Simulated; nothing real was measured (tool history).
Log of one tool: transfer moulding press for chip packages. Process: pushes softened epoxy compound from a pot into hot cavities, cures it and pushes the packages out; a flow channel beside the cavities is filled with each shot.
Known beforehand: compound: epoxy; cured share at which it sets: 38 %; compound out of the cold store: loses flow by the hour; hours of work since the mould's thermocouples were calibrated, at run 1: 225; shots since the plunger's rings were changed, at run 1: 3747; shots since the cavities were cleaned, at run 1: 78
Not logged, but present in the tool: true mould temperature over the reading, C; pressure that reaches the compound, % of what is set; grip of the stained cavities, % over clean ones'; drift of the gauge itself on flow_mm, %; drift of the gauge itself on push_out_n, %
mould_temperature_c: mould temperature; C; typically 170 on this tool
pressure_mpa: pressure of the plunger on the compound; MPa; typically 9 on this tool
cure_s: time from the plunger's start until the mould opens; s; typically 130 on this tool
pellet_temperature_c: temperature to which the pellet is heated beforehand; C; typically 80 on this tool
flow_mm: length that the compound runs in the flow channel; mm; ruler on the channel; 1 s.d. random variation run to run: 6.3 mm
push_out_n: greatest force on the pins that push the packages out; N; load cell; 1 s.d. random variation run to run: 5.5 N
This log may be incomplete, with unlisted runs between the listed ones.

run	day	mould_temperature_c	pressure_mpa	cure_s	pellet_temperature_c	hours of work since the mould's thermocouples were calibrated	shots since the plunger's rings were changed	shots since the cavities were cleaned	incoming compound's hours out of the cold store	flow_mm	push_out_n
1	0	170	9	130	80	225	3747	78	32.8	845	191
2	0.238	170	9	130	80	229	3799	130	46.5	809	213
3	0.512	170	9	130	73	233	3860	191	11.3	915	237
4	0.871	170	9	126	80	238	3938	269	21.1	882	240
5	1.046	170	9	130	80	240	3977	308	8.5	929	248
6	1.275	170	7.03	130	80	244	4027	358	30.5	755	250
7	1.479	170	7.03	130	80	247	4072	403	25.3	767	253
8	1.817	170	7.03	130	80	252	4146	477	34.2	731	261
9	1.988	170	7.03	130	80	254	4184	515	42.6	717	276
10	2.188	170	7.03	130	80	257	4227	558	12.2	803	296
# day 2.279: cavities cleaned with cleaning compound and waxed
11	2.6	170	9.94	130	80	262	4304	70	35.3	874	333
12	2.821	170	9.94	130	80	265	4353	119	39.1	859	334
13	3.167	170	7.21	130	80	271	4429	195	42.3	726	353
14	3.55	170	9	130	80	276	4513	279	20.8	869	363
15	3.838	163	10.46	130	73	280	4576	342	11.7	1009	567
16	4.188	163	8.23	130	73	285	4652	418	20.4	874	552
# day 4.333: cavities cleaned with cleaning compound and waxed, once more
17	4.571	175	7.14	117	81	290	4723	52	22.5	750	179
18	4.958	162	8.94	138	85	296	4808	137	32.6	860	299
19	5.262	170	7.66	130	80	300	4874	203	30.1	777	228
20	5.638	170	9	141	75	306	4957	286	8.7	908	234

Estimate the outcome of run 21 from the log above:
# day 6.062: plunger's sealing rings changed
21	6.067	170	9.54	141	75	311	1	357	47.5	?	?

{"run 21": {"flow_mm": 885, "push_out_n": 226}}
Without the tool's hidden state the same run would have given flow_mm 889 mm, push_out_n 163 N.

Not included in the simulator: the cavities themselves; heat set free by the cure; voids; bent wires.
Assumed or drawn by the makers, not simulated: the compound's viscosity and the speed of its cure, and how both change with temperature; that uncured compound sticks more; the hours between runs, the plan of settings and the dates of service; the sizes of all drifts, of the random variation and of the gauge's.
